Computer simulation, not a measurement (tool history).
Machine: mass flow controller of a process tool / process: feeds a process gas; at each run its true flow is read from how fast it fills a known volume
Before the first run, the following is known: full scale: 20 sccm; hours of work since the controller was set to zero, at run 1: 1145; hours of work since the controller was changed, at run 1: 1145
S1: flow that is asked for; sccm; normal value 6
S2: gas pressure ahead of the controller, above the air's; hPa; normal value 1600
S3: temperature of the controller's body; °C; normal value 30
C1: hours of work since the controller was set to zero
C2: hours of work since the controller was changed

{"run": 1, "day": 0.0, "S1": 6, "S2": 1600, "S3": 30, "C1": 1145, "C2": 1145, "true flow (%)": 97.83}
{"run": 2, "day": 5.862, "S1": 6, "S2": 1600, "S3": 33, "C1": 1254, "C2": 1254, "true flow (%)": 98.33}
{"run": 3, "day": 8.779, "S1": 6, "S2": 1600, "S3": 33, "C1": 1308, "C2": 1308, "true flow (%)": 98.29}
{"run": 4, "day": 12.233, "S1": 6, "S2": 1600, "S3": 33, "C1": 1372, "C2": 1372, "true flow (%)": 98.19}
{"run": 5, "day": 18.158, "S1": 6, "S2": 1600, "S3": 33, "C1": 1482, "C2": 1482, "true flow (%)": 98.24}
{"run": 6, "day": 21.888, "S1": 6, "S2": 1600, "S3": 30, "C1": 1551, "C2": 1551, "true flow (%)": 97.87}
{"run": 7, "day": 28.333, "S1": 6, "S2": 1600, "S3": 30, "C1": 1670, "C2": 1670, "true flow (%)": 97.9}
{"run": 8, "day": 31.612, "S1": 6, "S2": 1600, "S3": 30, "C1": 1731, "C2": 1731, "true flow (%)": 97.83}
{"run": 9, "day": 37.85, "S1": 6, "S2": 1600, "S3": 30, "C1": 1847, "C2": 1847, "true flow (%)": 97.84}
{"run": 10, "day": 42.579, "S1": 6, "S2": 1600, "S3": 30, "C1": 1934, "C2": 1934, "true flow (%)": 97.77}
{"run": 11, "day": 47.608, "S1": 6, "S2": 1600, "S3": 30, "C1": 2027, "C2": 2027, "true flow (%)": 97.89}
{"run": 12, "day": 51.042, "S1": 6, "S2": 1600, "S3": 30, "C1": 2091, "C2": 2091, "true flow (%)": 97.89}
{"run": 13, "day": 57.571, "S1": 7, "S2": 1600, "S3": 30, "C1": 2212, "C2": 2212, "true flow (%)": 98.18}
{"run": 14, "day": 63.383, "S1": 7, "S2": 1600, "S3": 30, "C1": 2319, "C2": 2319, "true flow (%)": 98.21}
{"run": 15, "day": 68.1, "S1": 7, "S2": 1600, "S3": 30, "C1": 2407, "C2": 2407, "true flow (%)": 98.3}
{"run": 16, "day": 73.85, "S1": 7, "S2": 1600, "S3": 30, "C1": 2513, "C2": 2513, "true flow (%)": 98.33}
{"run": 17, "day": 79.142, "S1": 9, "S2": 1600, "S3": 30, "C1": 2611, "C2": 2611, "true flow (%)": 99.08}
{"run": 18, "day": 85.642, "S1": 6, "S2": 1600, "S3": 30, "C1": 2732, "C2": 2732, "true flow (%)": 97.84}
{"run": 19, "day": 90.283, "S1": 6, "S2": 1600, "S3": 30, "C1": 2818, "C2": 2818, "true flow (%)": 97.89}
{"run": 20, "day": 96.446, "S1": 6, "S2": 1600, "S3": 30, "C1": 2932, "C2": 2932, "true flow (%)": 97.73}
{"run": 21, "day": 102.675, "S1": 6, "S2": 1600, "S3": 30, "C1": 3047, "C2": 3047, "true flow (%)": 97.87}
{"run": 22, "day": 108.038, "S1": 13, "S2": 1600, "S3": 30, "C1": 3147, "C2": 3147, "true flow (%)": 100.28}
{"run": 23, "day": 112.071, "S1": 13, "S2": 1600, "S3": 30, "C1": 3221, "C2": 3221, "true flow (%)": 100.26}
{"run": 24, "day": 116.021, "S1": 13, "S2": 2010, "S3": 30, "C1": 3295, "C2": 3295, "true flow (%)": 100.3}
{"run": 25, "day": 119.529, "S1": 4, "S2": 1850, "S3": 30, "C1": 3360, "C2": 3360, "true flow (%)": 96.12}
{"run": 26, "day": 125.1, "S1": 6, "S2": 1960, "S3": 30, "C1": 3463, "C2": 3463, "true flow (%)": 97.69}
{"run": 27, "day": 130.788, "S1": 6, "S2": 1960, "S3": 30, "C1": 3568, "C2": 3568, "true flow (%)": 97.64}
{"run": 28, "day": 133.733, "S1": 18, "S2": 1960, "S3": 22, "C1": 3623, "C2": 3623, "true flow (%)": 100.76}
{"run": 29, "day": 138.192, "S1": 18, "S2": 1960, "S3": 22, "C1": 3705, "C2": 3705, "true flow (%)": 100.73}
{"run": 30, "day": 143.133, "S1": 12, "S2": 1820, "S3": 30, "C1": 3797, "C2": 3797, "true flow (%)": 100.17}
{"run": 31, "day": 145.958, "S1": 12, "S2": 1820, "S3": 24, "C1": 3849, "C2": 3849, "true flow (%)": 99.6}
{"run": 32, "day": 149.338, "S1": 12, "S2": 1820, "S3": 24, "C1": 3912, "C2": 3912, "true flow (%)": 99.48}
{"run": 33, "day": 152.158, "S1": 6, "S2": 2120, "S3": 39, "C1": 3964, "C2": 3964, "true flow (%)": 98.37}

Forecast run 34:
{"run": 34, "day": 158.467, "S1": 9, "S2": 2120, "S3": 39, "C1": 4081, "C2": 4081, "true flow (%)": "?"}

{"run 34": {"true flow (%)": 100.05}}
Were there no unlogged condition in the tool, this run, its random variation unchanged, would have produced true flow (%) 99.54.
